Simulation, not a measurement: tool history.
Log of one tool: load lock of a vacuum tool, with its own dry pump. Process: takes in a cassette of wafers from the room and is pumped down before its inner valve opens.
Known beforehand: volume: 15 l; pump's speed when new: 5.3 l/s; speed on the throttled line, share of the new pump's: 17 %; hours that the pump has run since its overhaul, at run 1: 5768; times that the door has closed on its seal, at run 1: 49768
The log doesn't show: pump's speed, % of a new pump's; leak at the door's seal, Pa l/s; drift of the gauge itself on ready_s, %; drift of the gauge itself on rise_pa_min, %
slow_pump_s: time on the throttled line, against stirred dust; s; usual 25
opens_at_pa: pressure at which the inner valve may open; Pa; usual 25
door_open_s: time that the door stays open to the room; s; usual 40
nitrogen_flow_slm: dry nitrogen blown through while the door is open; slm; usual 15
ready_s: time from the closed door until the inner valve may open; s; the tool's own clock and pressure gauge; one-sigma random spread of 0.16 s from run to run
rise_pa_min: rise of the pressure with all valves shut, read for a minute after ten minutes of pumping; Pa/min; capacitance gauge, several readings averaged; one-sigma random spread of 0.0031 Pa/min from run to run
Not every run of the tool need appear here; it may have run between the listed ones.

run,day,slow_pump_s,opens_at_pa,door_open_s,nitrogen_flow_slm,hours that the pump has run since its overhaul,times that the door has closed on its seal,"incoming humidity of the room's air, %",ready_s,rise_pa_min
1,0.000,25,25,40,15,5768,49768,46.0,44.1,0.052
2,7.292,25,25,40,15,5943,50403,43.4,44.1,0.049
3,13.858,25,26,40,15,6100,50975,45.4,44.1,0.057
4,20.433,25,26,40,15,6258,51548,47.7,44.0,0.060
5,26.258,25,25,40,15,6398,52055,47.9,44.1,0.054
6,34.112,25,25,40,15,6586,52739,44.3,44.1,0.048
7,41.067,25,25,40,15,6753,53345,44.1,44.2,0.048
8,49.008,25,25,40,8,6944,54036,41.1,44.0,0.055
9,53.388,25,25,40,8,7049,54418,41.6,44.3,0.046
10,62.238,15,25,40,15,7262,55189,45.5,35.7,0.048
11,69.262,15,25,40,15,7430,55800,46.8,35.7,0.054
12,77.650,20,25,173,10,7631,56531,45.0,39.9,0.128
13,84.771,20,25,173,10,7802,57151,43.6,39.9,0.121
14,93.212,43,45,27,13,8005,57886,46.1,57.2,0.048
15,101.200,43,45,27,13,8197,58582,44.6,56.9,0.048
16,105.312,25,22,72,15,8295,58940,46.8,44.2,0.071
17,111.262,25,22,72,7,8438,59458,45.4,44.5,0.081
18,120.438,25,22,72,7,8658,60257,44.0,44.7,0.083
19,124.254,25,22,72,7,8750,60590,42.6,44.3,0.075
20,128.842,30,22,32,7,8860,60989,47.3,48.4,0.056

Consider 3 possible next runs. They are alternatives, not a sequence: every one starts from the tool as it was left by run 20. What does each give?
A,137.354,20,28,40,15,9064,61730,45.1,?,?
B,137.354,25,25,89,15,9064,61730,46.7,?,?
C,137.354,28,47,32,6,9064,61730,44.4,?,?

run,ready_s,rise_pa_min
A,39.6,0.054
B,44.5,0.081
C,44.8,0.053
Without the tool's hidden state the same runs would have given:
run,ready_s,rise_pa_min
A,39.6,0.052
B,44.5,0.079
C,44.8,0.051
